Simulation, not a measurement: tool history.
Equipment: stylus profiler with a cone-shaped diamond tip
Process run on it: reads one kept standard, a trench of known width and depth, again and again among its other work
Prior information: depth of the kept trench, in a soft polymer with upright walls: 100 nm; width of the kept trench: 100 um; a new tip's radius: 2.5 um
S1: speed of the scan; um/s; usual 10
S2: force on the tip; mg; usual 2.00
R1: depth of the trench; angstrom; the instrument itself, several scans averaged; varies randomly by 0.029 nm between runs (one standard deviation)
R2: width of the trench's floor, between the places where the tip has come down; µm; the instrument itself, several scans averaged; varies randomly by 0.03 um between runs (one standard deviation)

run	day	S1	S2	R1	R2
1	0.000	10	2.00	1010.6	98.12
2	2.583	10	2.00	1010.5	98.06
3	7.346	10	2.00	1010.4	98.08
4	12.238	10	2.00	1009.4	98.06
5	17.158	10	2.00	1009.4	97.95
6	19.421	10	2.00	1009.4	97.98
7	22.183	10	2.00	1009.5	97.92
# day 22.642: height scale calibrated on a step standard
8	25.479	8	2.00	1012.2	97.92
9	29.762	8	2.00	1012.5	97.86
10	34.142	17	0.75	1005.8	97.63
# day 35.317: new tip fitted, height scale calibrated
11	37.733	10	2.65	1013.2	98.53
12	40.367	12	5.33	1022.2	98.54
13	42.488	12	5.33	1023.2	98.49
14	45.179	12	5.33	1022.9	98.42
15	49.467	21	1.18	1008.0	98.31
16	53.850	16	5.88	1023.7	98.29
17	56.650	16	5.88	1023.5	98.34

Alternative continuations, all from the tool just after run 17; predict every row:
A	60.242	9	5.81	?	?
B	60.242	7	4.80	?	?
C	60.242	10	5.37	?	?
D	60.242	2	1.40	?	?

run	R1	R2
A	1023.2	98.32
B	1020.9	98.29
C	1021.7	98.28
D	1007.8	98.27
Without the tool's unlogged condition, the same runs would have read:
run	R1	R2
A	1024.6	98.60
B	1022.2	98.57
C	1023.1	98.56
D	1009.1	98.55
